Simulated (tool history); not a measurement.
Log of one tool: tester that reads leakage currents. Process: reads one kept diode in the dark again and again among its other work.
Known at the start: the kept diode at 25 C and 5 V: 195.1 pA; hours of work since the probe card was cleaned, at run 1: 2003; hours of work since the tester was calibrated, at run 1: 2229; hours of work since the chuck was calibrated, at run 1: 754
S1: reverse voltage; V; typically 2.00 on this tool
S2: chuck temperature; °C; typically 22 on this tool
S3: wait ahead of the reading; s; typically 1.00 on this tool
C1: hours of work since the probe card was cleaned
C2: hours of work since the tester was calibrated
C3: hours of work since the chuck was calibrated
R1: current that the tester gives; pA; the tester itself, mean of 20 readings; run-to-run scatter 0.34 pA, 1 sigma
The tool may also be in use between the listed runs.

run    hour     S1  S2    S3    C1    C2    C3       R1
  1     0.0   2.00  22  1.00  2003  2229   754   124.00
  2    77.3   2.00  22  1.00  2039  2265   789   124.38
  3   149.7   2.00  22  1.00  2072  2298   822   124.74
  4   214.8   2.00  22  1.00  2101  2328   852   125.25
  5   294.7   2.00  22  1.00  2138  2364   888   125.73
  6   400.4   2.00  22  2.49  2186  2412   936   126.46
  7   490.4   2.00  22  1.00  2227  2453   977   126.65
  8   596.7   2.00  48  1.00  2276  2502  1026  1235.07
  9   663.0   2.00  48  1.00  2306  2532  1056  1243.95
 10   719.5   2.00  58  1.00  2332  2558  1082  2726.09
 11   795.3   2.00  58  1.00  2366  2592  1117  2743.36
      837.5  -- tester calibrated
 12   892.3   5.59  23  3.15  2410    25  1160   195.55
 13  1000.8   5.59  25  3.15  2459    75  1209   235.76
 14  1104.1   1.15  25  3.15  2506   122  1257   140.70
 15  1202.7  15.99  51  1.35  2551   167  1302  3000.86
 16  1297.5  15.99  51  1.35  2595   210  1345  3019.22
 17  1357.1   2.53  53  0.41  2622   237  1372  1994.39
 18  1472.9   2.53  53  0.41  2675   290  1425  1993.79
 19  1562.6   3.99  55  1.49  2716   331  1466  2701.86
 20  1665.7   3.99  55  1.49  2763   378  1513  2690.12
 21  1728.5  10.37  56  1.49  2791   407  1542  3958.82

What if the next run were any one of these 5? Each begins from the tool's condition after run 21:
     1843.3  -- probe card cleaned and baked
  A  1843.3  10.68  45  5.01   0  458  1593   ?
     1843.3  -- probe card cleaned and baked
  B  1843.3   2.15  56  1.49   0  458  1593   ?
     1843.3  -- probe card cleaned and baked
  C  1843.3  10.37  29  1.49   0  458  1593   ?
     1843.3  -- probe card cleaned and baked
  D  1843.3   2.00  22  0.33   0  458  1593   ?
     1843.3  -- probe card cleaned and baked
  E  1843.3   6.28  56  1.49   0  458  1593   ?

run       R1
  A  1644.71
  B  2429.67
  C   406.17
  D   127.07
  E  3373.41
Stripped of hidden state, with their random variation kept, the same runs would have yielded:
run       R1
  A  1456.58
  B  2168.32
  C   355.23
  D   110.50
  E  3010.56
